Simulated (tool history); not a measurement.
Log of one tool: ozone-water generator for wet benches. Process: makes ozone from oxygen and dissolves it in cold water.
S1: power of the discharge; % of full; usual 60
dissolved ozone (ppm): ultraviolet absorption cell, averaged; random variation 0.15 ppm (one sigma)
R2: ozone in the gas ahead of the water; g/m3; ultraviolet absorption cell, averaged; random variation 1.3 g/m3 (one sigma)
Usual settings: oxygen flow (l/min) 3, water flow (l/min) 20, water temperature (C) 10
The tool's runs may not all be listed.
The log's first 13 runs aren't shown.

Run 14, day 79.171: usual settings. Result: dissolved ozone (ppm) 17.7, R2 234.4 g/m3.
Run 15, day 83.55: usual settings. Result: dissolved ozone (ppm) 18.1, R2 232.3 g/m3.
Run 16, day 92.954: usual settings. Result: dissolved ozone (ppm) 17.9, R2 235.6 g/m3.
Run 17, day 99.642: usual settings but S1 98 % of full. Result: dissolved ozone (ppm) 23.3, R2 307.3 g/m3.
Run 18, day 107.45: usual settings but S1 86 % of full, oxygen flow (l/min) 1.67, water flow (l/min) 31, water temperature (C) 5. Result: dissolved ozone (ppm) 10.8, R2 357.9 g/m3.
Run 19, day 111.912: usual settings but S1 86 % of full, oxygen flow (l/min) 1.67, water flow (l/min) 31, water temperature (C) 5. Result: dissolved ozone (ppm) 10.8, R2 359.6 g/m3.
Run 20, day 120.421: usual settings but S1 86 % of full, oxygen flow (l/min) 1.67, water flow (l/min) 31, water temperature (C) 5. Result: dissolved ozone (ppm) 10.7, R2 355.8 g/m3.
Run 21, day 127.275: usual settings but S1 86 % of full, oxygen flow (l/min) 1.67, water flow (l/min) 31, water temperature (C) 5. Result: dissolved ozone (ppm) 10.6, R2 358.8 g/m3.
Run 22, day 131.779: usual settings but S1 87 % of full, oxygen flow (l/min) 2.2, water temperature (C) 12. Result: dissolved ozone (ppm) 18.8, R2 317.7 g/m3.
Run 23, day 140.604: usual settings but S1 87 % of full, oxygen flow (l/min) 2.2, water temperature (C) 12. Result: dissolved ozone (ppm) 18.8, R2 318.6 g/m3.
Run 24, day 148.925: usual settings but S1 54 % of full, oxygen flow (l/min) 2.86, water flow (l/min) 31, water temperature (C) 14. Result: dissolved ozone (ppm) 10, R2 218.9 g/m3.
At day 154.533: water thermometer calibrated.
Run 25, day 158.254: usual settings but S1 54 % of full, oxygen flow (l/min) 2.86, water flow (l/min) 31, water temperature (C) 14. Result: dissolved ozone (ppm) 9.9, R2 217.3 g/m3.
Run 26, day 163.846: usual settings but S1 90 % of full, oxygen flow (l/min) 2.19, water flow (l/min) 15. Result: dissolved ozone (ppm) 25.3, R2 320.6 g/m3.
Run 27, day 169.121: usual settings but S1 90 % of full, oxygen flow (l/min) 2.19, water flow (l/min) 15. Result: dissolved ozone (ppm) 25.1, R2 318.2 g/m3.
Run 28, day 177.071: usual settings but S1 90 % of full, oxygen flow (l/min) 2.19, water flow (l/min) 15. Result: dissolved ozone (ppm) 25.1, R2 317 g/m3.
Run 29, day 181.267: usual settings but S1 90 % of full, oxygen flow (l/min) 1.95, water flow (l/min) 15, water temperature (C) 18. Result: dissolved ozone (ppm) 22.5, R2 336 g/m3.
Run 30, day 189.292: usual settings but water flow (l/min) 30. Result: dissolved ozone (ppm) 11, R2 223.4 g/m3.
Run 31, day 196.333: usual settings but oxygen flow (l/min) 4.83, water flow (l/min) 26, water temperature (C) 13. Result: dissolved ozone (ppm) 14.7, R2 183.7 g/m3.
Run 32, day 203.542: usual settings but S1 72 % of full, oxygen flow (l/min) 2, water temperature (C) 6. Result: dissolved ozone (ppm) 16.1, R2 290.2 g/m3.
Run 33, day 212.483: usual settings but S1 51 % of full. Result: dissolved ozone (ppm) 15.2, R2 201.2 g/m3.

3 ways to go on from here, each from the tool as it stands after run 33. What would each give?
Run A, day 219.442: usual settings but water flow (l/min) 21. Result: dissolved ozone (ppm) ?, R2 ?.
Run B, day 219.442: usual settings but S1 46 % of full, water flow (l/min) 16, water temperature (C) 8. Result: dissolved ozone (ppm) ?, R2 ?.
Run C, day 219.442: usual settings but S1 99 % of full, water flow (l/min) 28, water temperature (C) 13. Result: dissolved ozone (ppm) ?, R2 ?.

run  dissolved ozone (ppm)     R2
  A                   15.8  220.4
  B                   18.1  190.6
  C                   15.1  286.2
Without the tool's hidden state the same runs would have given:
run  dissolved ozone (ppm)     R2
  A                   18.1    243
  B                   20.3  206.8
  C                   17.9  325.2

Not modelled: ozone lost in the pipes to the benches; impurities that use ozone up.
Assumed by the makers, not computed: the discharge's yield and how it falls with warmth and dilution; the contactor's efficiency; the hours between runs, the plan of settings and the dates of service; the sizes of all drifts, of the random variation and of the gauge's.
